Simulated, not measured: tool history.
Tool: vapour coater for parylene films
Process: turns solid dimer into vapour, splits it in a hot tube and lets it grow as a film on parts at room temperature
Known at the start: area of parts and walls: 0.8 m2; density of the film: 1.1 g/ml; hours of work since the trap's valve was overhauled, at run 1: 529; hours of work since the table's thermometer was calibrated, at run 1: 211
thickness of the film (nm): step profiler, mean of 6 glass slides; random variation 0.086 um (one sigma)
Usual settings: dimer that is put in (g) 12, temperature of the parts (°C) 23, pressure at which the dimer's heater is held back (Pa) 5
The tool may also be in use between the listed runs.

run   hour  dimer that is put in (g)  temperature of the parts (°C)  pressure at which the dimer's heater is held back (Pa)  hours of work since the trap's valve was overhauled  hours of work since the table's thermometer was calibrated  thickness of the film (nm)
  1      0                        12                             23                                                       5                                                  529                                                         211                        9550
  2   17.6                        12                             34                                                       5                                                  538                                                         219                        6430
  3   36.4                        12                             34                                                       5                                                  546                                                         228                        6320
  4   57.4                        12                             23                                                       5                                                  556                                                         238                        9300
  5   76.3                        12                             23                                                       5                                                  565                                                         247                        9300
  6   93.5                        12                             23                                                       5                                                  573                                                         254                        9310
     107.2  -- trap's valve overhauled
  7  109.5                        12                             23                                                       5                                                    1                                                         260                        8560
  8  122.6                        12                             23                                                       5                                                    7                                                         266                        8620
  9  137.5                        12                             23                                                       5                                                   14                                                         273                        8620
     148.6  -- trap's valve overhauled, once more
 10  164.8                        12                             23                                                       5                                                    8                                                         284                       10570
 11  182.7                         8                             23                                                       5                                                   16                                                         292                        7080
 12    193                         8                             23                                                       5                                                   21                                                         297                        6970
 13  206.6                        12                             32                                                       5                                                   27                                                         303                        7580
 14  225.1                        12                             23                                                       5                                                   36                                                         312                       10530
 15    237                        12                             23                                                       5                                                   41                                                         318                       10450
 16  248.7                        12                             23                                                       5                                                   47                                                         323                       10380
 17    267                        12                             22                                                       5                                                   55                                                         332                       10670
 18  290.5                        12                             23                                                       5                                                   66                                                         343                       10450
 19  308.5                        12                             33                                                       5                                                   74                                                         351                        7180
 20  326.7                         9                             23                                                       5                                                   83                                                         359                        7790
 21  338.2                        12                             23                                                       5                                                   88                                                         365                       10320
 22  349.7                         7                             23                                                       5                                                   94                                                         370                        6030
 23  370.2                         7                             23                                                       5                                                  103                                                         380                        6200
 24  390.8                         7                             17                                                       5                                                  113                                                         389                        7510
 25  412.3                         7                             17                                                       5                                                  123                                                         399                        7470
 26    434                         7                             17                                                       5                                                  133                                                         409                        7420
 27  450.8                        12                             18                                                    4.89                                                  141                                                         417                       12230
 28  476.3                        21                             20                                                    2.49                                                  153                                                         429                       22310
 29  495.6                        21                             20                                                    2.49                                                  162                                                         438                       22610
 30  513.2                        21                             20                                                    2.49                                                  170                                                         446                       22380
 31    536                        19                             19                                                    6.83                                                  180                                                         457                       17400
 32    556                        12                             27                                                       5                                                  190                                                         466                        8880
 33  570.6                        12                             27                                                       5                                                  196                                                         473                        8940
 34  588.8                        17                             16                                                     7.4                                                  205                                                         481                       16920
 35  608.3                        17                             16                                                     7.4                                                  214                                                         490                       17010
 36  626.8                        12                             30                                                   11.35                                                  223                                                         499                        6690
 37    649                        12                             19                                                    3.86                                                  233                                                         509                       12170
 38  660.8                        12                             19                                                    3.86                                                  238                                                         515                       12110
 39  672.6                        18                             23                                                       5                                                  244                                                         520                       15230
 40  687.4                        12                             23                                                    9.29                                                  251                                                         527                        8930
 41  704.8                        12                             23                                                    9.29                                                  259                                                         535                        8960
 42  725.6                        12                             31                                                       3                                                  269                                                         545                        8380
 43  750.5                        10                             28                                                    4.42                                                  280                                                         557                        7180
 44  772.5                        15                             25                                                    7.15                                                  290                                                         567                       10910
 45  789.8                        15                             15                                                    9.32                                                  299                                                         575                       14540
 46  810.9                         5                             31                                                       5                                                  308                                                         585                        3080

5 ways to go on from here, each from the tool as it stands after run 46. What would each give?
  A  830.7                        12                             31                                                    7.03                                                  318                                                         594                           ?
  B  830.7                        22                             31                                                       5                                                  318                                                         594                           ?
  C  830.7                        12                             23                                                    2.67                                                  318                                                         594                           ?
  D  830.7                        12                             23                                                    6.64                                                  318                                                         594                           ?
  E  830.7                         7                             31                                                   11.59                                                  318                                                         594                           ?

run  thickness of the film (nm)
  A                        6970
  B                       13530
  C                       11320
  D                        9450
  E                        3740
Without the tool's hidden state the same runs would have given:
run  thickness of the film (nm)
  A                        7390
  B                       14350
  C                       12000
  D                       10020
  E                        3970
